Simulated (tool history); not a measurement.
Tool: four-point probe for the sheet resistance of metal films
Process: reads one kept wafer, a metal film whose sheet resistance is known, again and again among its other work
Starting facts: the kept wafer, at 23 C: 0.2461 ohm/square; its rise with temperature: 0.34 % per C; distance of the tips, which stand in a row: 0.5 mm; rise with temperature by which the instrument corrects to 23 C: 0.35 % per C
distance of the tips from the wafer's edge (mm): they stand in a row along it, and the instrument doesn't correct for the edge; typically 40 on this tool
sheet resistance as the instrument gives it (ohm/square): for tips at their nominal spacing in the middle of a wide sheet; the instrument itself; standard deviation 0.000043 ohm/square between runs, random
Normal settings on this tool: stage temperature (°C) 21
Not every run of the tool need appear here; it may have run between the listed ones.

| run | hour | stage temperature (°C) | distance of the tips from the wafer's edge (mm) | sheet resistance as the instrument gives it (ohm/square) |
|---|---|---|---|---|
| 1 | 0.0 | 21 | 40 | 0.246637 |
| 2 | 16.3 | 21 | 40 | 0.246715 |
| 3 | 24.3 | 21 | 25 | 0.246705 |
| 4 | 36.2 | 21 | 25 | 0.246778 |
| 5 | 53.4 | 21 | 5 | 0.248037 |
| 6 | 63.9 | 21 | 5 | 0.248030 |
| 7 | 78.9 | 21 | 5 | 0.248020 |
| 8 | 95.6 | 21 | 5 | 0.248136 |
| 9 | 111.6 | 21 | 5 | 0.248010 |
| 10 | 129.6 | 21 | 40 | 0.246751 |
| 11 | 137.9 | 21 | 40 | 0.246814 |
| 12 | 154.1 | 20 | 23 | 0.246896 |
| 13 | 161.6 | 24 | 28 | 0.246704 |
| 14 | 169.2 | 24 | 28 | 0.246702 |
| 15 | 177.6 | 32 | 8 | 0.246989 |
| 16 | 186.9 | 23 | 40 | 0.246685 |
| 17 | 203.2 | 23 | 40 | 0.246733 |
| 18 | 215.6 | 21 | 26 | 0.246809 |
| 19 | 227.1 | 20 | 41 | 0.246772 |
| 20 | 244.3 | 18 | 38 | 0.246844 |
| 21 | 262.0 | 30 | 43 | 0.246588 |

What if the next run were any one of these 5? Each begins from the tool's condition after run 21:
| A | 274.2 | 21 | 36 | ? |
| B | 274.2 | 30 | 5 | ? |
| C | 274.2 | 26 | 40 | ? |
| D | 274.2 | 22 | 40 | ? |
| E | 274.2 | 30 | 45 | ? |

| run | sheet resistance as the instrument gives it (ohm/square) |
|---|---|
| A | 0.246814 |
| B | 0.247917 |
| C | 0.246696 |
| D | 0.246780 |
| E | 0.246514 |
Stripped of hidden state, with their random variation kept, the same runs would have yielded:
| run | sheet resistance as the instrument gives it (ohm/square) |
|---|---|
| A | 0.246192 |
| B | 0.247290 |
| C | 0.246073 |
| D | 0.246158 |
| E | 0.245891 |
